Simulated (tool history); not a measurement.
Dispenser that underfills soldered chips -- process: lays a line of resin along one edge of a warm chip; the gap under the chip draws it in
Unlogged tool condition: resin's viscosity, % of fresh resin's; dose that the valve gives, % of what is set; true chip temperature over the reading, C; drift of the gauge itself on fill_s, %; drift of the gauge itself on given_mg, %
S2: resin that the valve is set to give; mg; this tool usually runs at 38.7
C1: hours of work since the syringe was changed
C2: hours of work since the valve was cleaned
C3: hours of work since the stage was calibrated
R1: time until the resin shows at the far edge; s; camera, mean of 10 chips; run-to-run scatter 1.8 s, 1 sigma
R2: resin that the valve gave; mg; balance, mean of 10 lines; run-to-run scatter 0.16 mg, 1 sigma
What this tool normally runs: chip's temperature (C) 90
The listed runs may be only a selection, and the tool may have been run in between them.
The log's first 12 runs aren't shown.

-- day=4.542 new syringe of resin
run 13 day=4.783 | chip's_temperature_(C)=90 S2=34.7 | C1=4 C2=63 C3=275 | R1=281.3 R2=32.86
run 14 day=5.138 | chip's_temperature_(C)=90 S2=38.7 | C1=10 C2=69 C3=281 | R1=438.1 R2=36.26
-- day=5.242 new syringe of resin
run 15 day=5.521 | chip's_temperature_(C)=90 S2=38.7 | C1=5 C2=75 C3=287 | R1=272.4 R2=36.24
-- day=5.917 new syringe of resin
run 16 day=5.917 | chip's_temperature_(C)=90 S2=38.7 | C1=0 C2=81 C3=293 | R1=193.8 R2=35.71
run 17 day=6.300 | chip's_temperature_(C)=90 S2=38.7 | C1=6 C2=87 C3=300 | R1=326.9 R2=35.70
-- day=6.612 new syringe of resin
run 18 day=6.775 | chip's_temperature_(C)=90 S2=49.1 | C1=3 C2=95 C3=307 | R1=226.6 R2=44.85
run 19 day=7.042 | chip's_temperature_(C)=99 S2=41.3 | C1=7 C2=99 C3=312 | R1=258.0 R2=37.56
-- day=7.271 dispensing valve cleaned and set on the balance
-- day=7.346 new syringe of resin
run 20 day=7.562 | chip's_temperature_(C)=99 S2=41.3 | C1=4 C2=5 C3=319 | R1=188.0 R2=41.21
run 21 day=7.971 | chip's_temperature_(C)=99 S2=41.3 | C1=10 C2=11 C3=326 | R1=330.2 R2=40.83
-- day=8.038 new syringe of resin
run 22 day=8.408 | chip's_temperature_(C)=81 S2=49.4 | C1=6 C2=18 C3=333 | R1=401.2 R2=48.55
run 23 day=8.650 | chip's_temperature_(C)=81 S2=49.4 | C1=10 C2=22 C3=337 | R1=578.5 R2=48.40
-- day=8.708 new syringe of resin
run 24 day=8.900 | chip's_temperature_(C)=81 S2=49.4 | C1=3 C2=26 C3=341 | R1=323.1 R2=48.47
run 25 day=9.183 | chip's_temperature_(C)=81 S2=49.4 | C1=8 C2=31 C3=345 | R1=465.1 R2=47.87
-- day=9.400 new syringe of resin
run 26 day=9.638 | chip's_temperature_(C)=93 S2=35.8 | C1=4 C2=38 C3=353 | R1=246.2 R2=34.69
run 27 day=10.008 | chip's_temperature_(C)=98 S2=40.4 | C1=10 C2=44 C3=359 | R1=345.1 R2=38.62
-- day=10.092 new syringe of resin
run 28 day=10.367 | chip's_temperature_(C)=78 S2=34.4 | C1=4 C2=50 C3=364 | R1=432.0 R2=32.78
-- day=10.779 new syringe of resin
run 29 day=10.846 | chip's_temperature_(C)=78 S2=47.3 | C1=1 C2=57 C3=372 | R1=302.9 R2=44.99
run 30 day=11.188 | chip's_temperature_(C)=85 S2=42.5 | C1=7 C2=63 C3=377 | R1=392.0 R2=40.22
-- day=11.467 new syringe of resin
run 31 day=11.483 | chip's_temperature_(C)=85 S2=39.6 | C1=0 C2=67 C3=382 | R1=230.2 R2=37.31
run 32 day=11.800 | chip's_temperature_(C)=85 S2=39.6 | C1=5 C2=73 C3=387 | R1=356.9 R2=37.18
run 33 day=12.112 | chip's_temperature_(C)=85 S2=39.6 | C1=11 C2=78 C3=392 | R1=553.4 R2=37.04
-- day=12.167 new syringe of resin
run 34 day=12.438 | chip's_temperature_(C)=92 S2=36.6 | C1=4 C2=83 C3=397 | R1=266.5 R2=34.20
run 35 day=12.817 | chip's_temperature_(C)=77 S2=33.8 | C1=11 C2=89 C3=404 | R1=766.2 R2=31.15

3 ways to go on from here, each from the tool as it stands after run 35. What would each give?
-- day=12.858 new syringe of resin
run A day=13.229 | chip's_temperature_(C)=78 S2=37.8 | C1=6 C2=95 C3=410 | R1=? R2=?
-- day=12.858 new syringe of resin
run B day=13.229 | chip's_temperature_(C)=84 S2=39.0 | C1=6 C2=95 C3=410 | R1=? R2=?
-- day=12.858 new syringe of resin
run C day=13.229 | chip's_temperature_(C)=89 S2=35.0 | C1=6 C2=95 C3=410 | R1=? R2=?

run=A R1=480.1 R2=34.73
run=B R1=405.2 R2=35.87
run=C R1=352.3 R2=32.17
With no hidden state in the tool, these same runs would have given:
run=A R1=258.4 R2=37.79
run=B R1=219.1 R2=39.04
run=C R1=189.0 R2=35.01

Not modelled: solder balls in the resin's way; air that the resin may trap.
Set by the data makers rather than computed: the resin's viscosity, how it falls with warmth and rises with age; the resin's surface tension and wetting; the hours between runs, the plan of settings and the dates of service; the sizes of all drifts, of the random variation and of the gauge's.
